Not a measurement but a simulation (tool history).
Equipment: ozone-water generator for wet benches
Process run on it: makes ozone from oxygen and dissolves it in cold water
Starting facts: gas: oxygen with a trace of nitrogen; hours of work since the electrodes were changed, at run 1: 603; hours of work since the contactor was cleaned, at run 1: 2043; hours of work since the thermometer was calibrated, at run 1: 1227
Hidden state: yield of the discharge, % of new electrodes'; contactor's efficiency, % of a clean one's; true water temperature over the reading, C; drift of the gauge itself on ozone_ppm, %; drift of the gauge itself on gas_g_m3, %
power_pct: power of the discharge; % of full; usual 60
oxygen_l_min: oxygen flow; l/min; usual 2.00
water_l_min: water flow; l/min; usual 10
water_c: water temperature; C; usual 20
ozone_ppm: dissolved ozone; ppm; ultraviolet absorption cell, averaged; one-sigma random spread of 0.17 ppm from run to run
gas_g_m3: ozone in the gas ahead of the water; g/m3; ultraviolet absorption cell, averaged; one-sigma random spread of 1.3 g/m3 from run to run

run	hour	power_pct	oxygen_l_min	water_l_min	water_c	hours of work since the electrodes were changed	hours of work since the contactor was cleaned	hours of work since the thermometer was calibrated	ozone_ppm	gas_g_m3
1	0.0	60	2.00	10	20	603	2043	1227	21.2	226.6
2	76.4	60	2.00	10	20	663	2103	1286	21.3	224.8
3	130.9	60	2.00	10	20	705	2145	1329	21.6	224.6
4	185.5	60	2.00	10	20	748	2188	1372	21.2	224.5
5	258.2	60	2.00	10	20	805	2245	1428	21.1	221.9
6	318.2	60	2.00	10	20	851	2292	1475	21.1	223.3
7	373.5	60	2.00	10	20	895	2335	1518	21.1	220.6
8	414.3	60	2.00	10	20	926	2367	1550	20.7	223.3
9	489.2	60	2.00	10	20	985	2425	1609	20.9	221.4
10	527.4	60	2.00	10	20	1015	2455	1639	21.0	218.2
11	603.0	60	2.00	10	20	1074	2514	1698	20.9	218.8
12	642.7	60	2.00	10	20	1105	2545	1729	20.7	218.2
# hour 649.9: water thermometer calibrated
13	713.1	60	2.00	10	20	1159	2600	49	20.5	220.1
14	789.0	60	2.00	10	20	1219	2659	109	20.9	218.2
15	826.2	60	2.00	10	20	1248	2688	138	20.8	217.9
16	874.9	60	2.00	10	20	1286	2726	176	20.5	218.5
17	936.0	60	2.00	8	20	1333	2774	223	24.6	216.3
18	981.4	60	2.00	8	20	1369	2809	259	24.8	216.3
19	1052.9	82	2.71	13	25	1425	2865	315	19.5	236.2
# hour 1071.2: water thermometer calibrated, once more
20	1100.7	82	2.71	13	25	1462	2902	23	19.8	237.4
21	1145.3	41	1.66	8	14	1497	2937	58	19.7	176.6
22	1222.9	56	1.66	8	14	1557	2997	118	24.5	219.8
23	1300.5	56	1.66	11	14	1618	3058	179	18.0	221.3
24	1371.8	56	1.66	11	14	1673	3114	235	18.0	217.9
25	1434.7	56	1.66	11	14	1723	3163	284	17.9	219.7
26	1478.9	69	1.66	11	28	1757	3197	318	17.9	254.4
27	1526.0	92	2.24	8	20	1794	3234	355	33.4	274.9
28	1604.8	60	1.99	13	20	1855	3296	417	15.6	213.3
29	1646.5	60	2.00	10	17	1888	3328	449	20.5	213.5

The logged runs with the hidden state left out (each run's random variation unchanged):
run	ozone_ppm	gas_g_m3
1	22.2	233.2
2	22.4	232.1
3	22.7	232.4
4	22.4	232.7
5	22.3	230.7
6	22.3	232.7
7	22.4	230.4
8	22.1	233.6
9	22.3	232.3
10	22.5	229.3
11	22.5	230.5
12	22.3	230.3
13	22.2	232.9
14	22.6	231.6
15	22.5	231.7
16	22.3	232.8
17	26.8	231.0
18	27.1	231.5
19	21.9	258.2
20	22.3	260.1
21	21.1	185.7
22	26.8	236.4
23	19.9	238.6
24	20.0	235.6
25	19.9	238.0
26	20.2	280.4
27	38.5	310.6
28	17.6	234.0
29	23.1	234.6
